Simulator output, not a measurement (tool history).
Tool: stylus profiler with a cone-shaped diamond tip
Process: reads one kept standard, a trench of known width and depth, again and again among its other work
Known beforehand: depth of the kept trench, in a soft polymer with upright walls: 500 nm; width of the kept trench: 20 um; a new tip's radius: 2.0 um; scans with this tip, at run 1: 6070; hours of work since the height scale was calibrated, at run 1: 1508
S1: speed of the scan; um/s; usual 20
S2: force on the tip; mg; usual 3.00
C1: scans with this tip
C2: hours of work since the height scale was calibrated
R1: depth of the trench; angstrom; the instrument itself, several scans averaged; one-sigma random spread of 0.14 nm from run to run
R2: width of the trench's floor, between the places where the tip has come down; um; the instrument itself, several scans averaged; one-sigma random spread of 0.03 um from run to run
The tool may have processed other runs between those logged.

run,hour,S1,S2,C1,C2,R1,R2
1,0.0,20,3.00,6070,1508,5049.5,16.74
2,66.5,20,3.00,6201,1540,5044.7,16.78
3,118.1,20,3.00,6302,1566,5043.3,16.81
4,218.5,74,3.00,6500,1615,5044.9,16.58
5,329.7,74,3.00,6719,1669,5043.7,16.49
6,436.7,74,3.00,6930,1721,5043.5,16.46
7,506.0,74,3.00,7066,1755,5043.8,16.48
8,593.0,20,3.00,7238,1798,5041.4,16.73
9,684.8,20,3.00,7418,1843,5040.8,16.71
10,777.6,20,3.00,7601,1888,5037.7,16.69
11,866.9,20,3.00,7777,1932,5039.5,16.63
12,942.1,20,7.16,7925,1969,5103.6,16.77
# hour 948.2: height scale calibrated on a step standard
13,1011.3,20,7.16,8060,31,5155.2,16.73
14,1125.8,20,7.16,8286,87,5150.6,16.65
15,1241.0,20,7.16,8513,143,5150.6,16.65
16,1350.7,20,3.00,8729,197,5080.2,16.61
17,1449.4,20,3.00,8923,245,5081.3,16.64
18,1536.5,20,5.73,9095,288,5124.3,16.63
19,1587.9,15,5.98,9196,313,5127.1,16.68
20,1662.7,6,1.12,9343,350,5035.5,16.64
21,1738.6,47,1.12,9493,387,5035.4,16.37

Expected results for the next run?
22,1788.1,55,1.68,9590,411,?,?

{"run 22": {"R1": 5049.3, "R2": 16.32}}
With no hidden state in the tool, this same run would have given R1 5057.3 angstrom, R2 17.01 um.
